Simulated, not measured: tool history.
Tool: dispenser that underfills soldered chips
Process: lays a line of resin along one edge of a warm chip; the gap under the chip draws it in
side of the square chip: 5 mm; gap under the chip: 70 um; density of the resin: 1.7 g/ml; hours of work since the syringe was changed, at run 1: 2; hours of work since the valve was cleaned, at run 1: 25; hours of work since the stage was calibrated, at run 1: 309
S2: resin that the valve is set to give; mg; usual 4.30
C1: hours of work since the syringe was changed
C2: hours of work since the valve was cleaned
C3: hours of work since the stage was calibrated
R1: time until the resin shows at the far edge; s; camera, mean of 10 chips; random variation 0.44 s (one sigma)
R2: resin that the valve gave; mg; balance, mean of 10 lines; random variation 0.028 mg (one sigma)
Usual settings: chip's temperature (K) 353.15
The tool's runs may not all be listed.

run 1 day=0.000 | chip's_temperature_(K)=353.15 S2=4.30 | C1=2 C2=25 C3=309 | R1=38.1 R2=4.25
run 2 day=0.308 | chip's_temperature_(K)=353.15 S2=4.30 | C1=6 C2=30 C3=314 | R1=50.2 R2=4.25
-- day=0.533 new syringe of resin
run 3 day=0.788 | chip's_temperature_(K)=353.15 S2=4.26 | C1=4 C2=37 C3=321 | R1=43.2 R2=4.24
-- day=1.158 new syringe of resin
run 4 day=1.158 | chip's_temperature_(K)=353.15 S2=4.26 | C1=0 C2=43 C3=327 | R1=35.0 R2=4.16
run 5 day=1.483 | chip's_temperature_(K)=353.15 S2=4.26 | C1=5 C2=48 C3=332 | R1=48.6 R2=4.18
-- day=1.788 stage's temperature calibrated
-- day=1.846 new syringe of resin
run 6 day=1.950 | chip's_temperature_(K)=353.15 S2=4.26 | C1=2 C2=54 C3=2 | R1=35.3 R2=4.11
run 7 day=2.254 | chip's_temperature_(K)=353.15 S2=4.26 | C1=6 C2=59 C3=7 | R1=47.1 R2=4.18
-- day=2.479 new syringe of resin
run 8 day=2.512 | chip's_temperature_(K)=353.15 S2=4.26 | C1=1 C2=62 C3=11 | R1=33.3 R2=4.09
run 9 day=2.908 | chip's_temperature_(K)=353.15 S2=4.26 | C1=7 C2=69 C3=17 | R1=48.3 R2=4.12
-- day=3.108 new syringe of resin
run 10 day=3.362 | chip's_temperature_(K)=353.15 S2=4.26 | C1=4 C2=75 C3=24 | R1=40.5 R2=4.13
-- day=3.725 new syringe of resin
run 11 day=3.754 | chip's_temperature_(K)=353.15 S2=4.26 | C1=0 C2=81 C3=30 | R1=33.3 R2=4.13
run 12 day=4.262 | chip's_temperature_(K)=353.15 S2=5.07 | C1=8 C2=89 C3=37 | R1=51.8 R2=4.83
-- day=4.362 new syringe of resin
run 13 day=4.725 | chip's_temperature_(K)=353.15 S2=4.30 | C1=6 C2=96 C3=44 | R1=47.0 R2=4.11
-- day=4.983 new syringe of resin
run 14 day=4.983 | chip's_temperature_(K)=353.15 S2=4.30 | C1=0 C2=100 C3=48 | R1=32.0 R2=4.07
run 15 day=5.392 | chip's_temperature_(K)=353.15 S2=4.30 | C1=6 C2=106 C3=55 | R1=48.0 R2=4.06
-- day=5.612 new syringe of resin
run 16 day=5.712 | chip's_temperature_(K)=353.15 S2=4.30 | C1=2 C2=111 C3=59 | R1=36.8 R2=4.06
run 17 day=5.917 | chip's_temperature_(K)=353.15 S2=4.30 | C1=5 C2=114 C3=63 | R1=44.7 R2=4.04
run 18 day=6.204 | chip's_temperature_(K)=353.15 S2=4.30 | C1=9 C2=119 C3=67 | R1=59.1 R2=4.03
-- day=6.262 new syringe of resin
run 19 day=6.433 | chip's_temperature_(K)=347.15 S2=5.10 | C1=3 C2=122 C3=70 | R1=45.7 R2=4.79
-- day=6.558 dispensing valve cleaned and set on the balance
run 20 day=6.892 | chip's_temperature_(K)=345.15 S2=4.30 | C1=9 C2=5 C3=77 | R1=73.1 R2=4.31
-- day=6.929 new syringe of resin
run 21 day=7.238 | chip's_temperature_(K)=366.15 S2=4.30 | C1=5 C2=10 C3=82 | R1=30.4 R2=4.23
-- day=7.546 new syringe of resin
run 22 day=7.546 | chip's_temperature_(K)=366.15 S2=4.87 | C1=0 C2=15 C3=87 | R1=22.1 R2=4.84

The next listed run, before its measurement:
run 23 day=7.967 | chip's_temperature_(K)=366.15 S2=4.87 | C1=6 C2=21 C3=93 | R1=? R2=?

Run 23 gave R1 32.8 s, R2 4.78 mg.
Without the tool's hidden state the same run would have given R1 21.8 s, R2 4.85 mg.
